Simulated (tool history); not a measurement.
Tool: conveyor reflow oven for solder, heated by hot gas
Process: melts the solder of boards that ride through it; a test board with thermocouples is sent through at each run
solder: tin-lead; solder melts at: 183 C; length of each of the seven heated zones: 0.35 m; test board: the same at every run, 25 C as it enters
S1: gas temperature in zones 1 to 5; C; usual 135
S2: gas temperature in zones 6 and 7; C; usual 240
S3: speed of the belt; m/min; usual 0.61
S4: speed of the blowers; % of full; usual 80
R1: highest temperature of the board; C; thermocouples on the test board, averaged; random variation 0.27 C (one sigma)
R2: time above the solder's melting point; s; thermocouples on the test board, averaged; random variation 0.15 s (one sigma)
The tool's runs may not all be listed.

run,hour,S1,S2,S3,S4,R1,R2
1,0,135,240,0.61,80,229.3,58.8
2,28.3,135,240,0.61,80,229.5,58.3
3,56.1,135,240,0.61,80,229.4,58.6
4,92.9,135,240,0.563,80,231.1,64.7
5,111.4,135,240,0.563,80,231,64.8
6,146.5,135,240,0.563,80,230.7,64.4
7,168.5,127,247,0.72,65,226.7,45.7
8,194.9,131,240,0.61,80,229.1,57.7
9,226.7,131,240,0.542,80,231.6,66.8
10,251.1,131,240,0.542,80,232,66.8
11,284.5,145,250,0.61,88,240.4,65.8
12,307.9,145,250,0.61,88,240.8,65.6

4 ways to go on from here, each from the tool as it stands after run 12. What would each give?
A,333.6,121,240,0.61,80,?,?
B,333.6,145,237,0.61,55,?,?
C,333.6,145,240,0.689,52,?,?
D,333.6,145,250,0.61,79,?,?

run,R1,R2
A,227.6,54.3
B,223.6,58.7
C,222.1,50.2
D,240,65.5
Without the tool's hidden state the same runs would have given:
run,R1,R2
A,227.6,54.3
B,223.6,58.7
C,222.1,50.3
D,240.1,65.5

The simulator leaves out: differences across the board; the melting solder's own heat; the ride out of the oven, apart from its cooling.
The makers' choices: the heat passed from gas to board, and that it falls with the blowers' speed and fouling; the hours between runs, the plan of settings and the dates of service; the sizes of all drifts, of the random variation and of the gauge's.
